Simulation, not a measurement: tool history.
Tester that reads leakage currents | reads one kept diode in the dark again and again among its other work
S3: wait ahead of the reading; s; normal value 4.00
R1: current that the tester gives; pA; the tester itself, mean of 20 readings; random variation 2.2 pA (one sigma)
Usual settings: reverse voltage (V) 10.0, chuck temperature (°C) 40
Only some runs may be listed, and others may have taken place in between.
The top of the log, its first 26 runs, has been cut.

run 27 hour=2989.5 | reverse_voltage_(V)=1.6 chuck_temperature_(°C)=24 S3=0.59 | R1=76.86
run 28 hour=3084.5 | reverse_voltage_(V)=1.6 chuck_temperature_(°C)=54 S3=8.74 | R1=957.97
run 29 hour=3151.1 | reverse_voltage_(V)=15.7 chuck_temperature_(°C)=48 S3=0.36 | R1=1607.72
run 30 hour=3310.1 | reverse_voltage_(V)=15.7 chuck_temperature_(°C)=48 S3=0.36 | R1=1606.42
run 31 hour=3467.0 | reverse_voltage_(V)=15.7 chuck_temperature_(°C)=48 S3=0.36 | R1=1607.36
run 32 hour=3555.5 | reverse_voltage_(V)=15.7 chuck_temperature_(°C)=48 S3=0.36 | R1=1606.46
run 33 hour=3624.9 | reverse_voltage_(V)=10.4 chuck_temperature_(°C)=37 S3=0.47 | R1=543.04
run 34 hour=3734.3 | reverse_voltage_(V)=3.1 chuck_temperature_(°C)=56 S3=3.50 | R1=1471.80
run 35 hour=3893.0 | reverse_voltage_(V)=2.2 chuck_temperature_(°C)=31 S3=3.83 | R1=164.43
run 36 hour=3978.4 | reverse_voltage_(V)=2.2 chuck_temperature_(°C)=31 S3=3.83 | R1=164.47
run 37 hour=4071.6 | reverse_voltage_(V)=2.2 chuck_temperature_(°C)=31 S3=3.83 | R1=164.69
run 38 hour=4206.8 | reverse_voltage_(V)=2.2 chuck_temperature_(°C)=31 S3=3.83 | R1=163.59
run 39 hour=4296.9 | reverse_voltage_(V)=2.2 chuck_temperature_(°C)=37 S3=3.83 | R1=276.16
-- hour=4330.1 chuck's temperature calibrated
run 40 hour=4415.7 | reverse_voltage_(V)=10.0 chuck_temperature_(°C)=40 S3=1.86 | R1=731.97

3 ways to go on from here, each from the tool as it stands after run 40. What would each give?
run A hour=4528.1 | reverse_voltage_(V)=2.6 chuck_temperature_(°C)=60 S3=0.47 | R1=?
run B hour=4528.1 | reverse_voltage_(V)=1.1 chuck_temperature_(°C)=30 S3=2.85 | R1=?
run C hour=4528.1 | reverse_voltage_(V)=10.0 chuck_temperature_(°C)=23 S3=0.64 | R1=?

run=A R1=1953.36
run=B R1=119.87
run=C R1=170.05
Stripped of hidden state, with their random variation kept, the same runs would have yielded:
run=A R1=1924.35
run=B R1=117.54
run=C R1=162.33
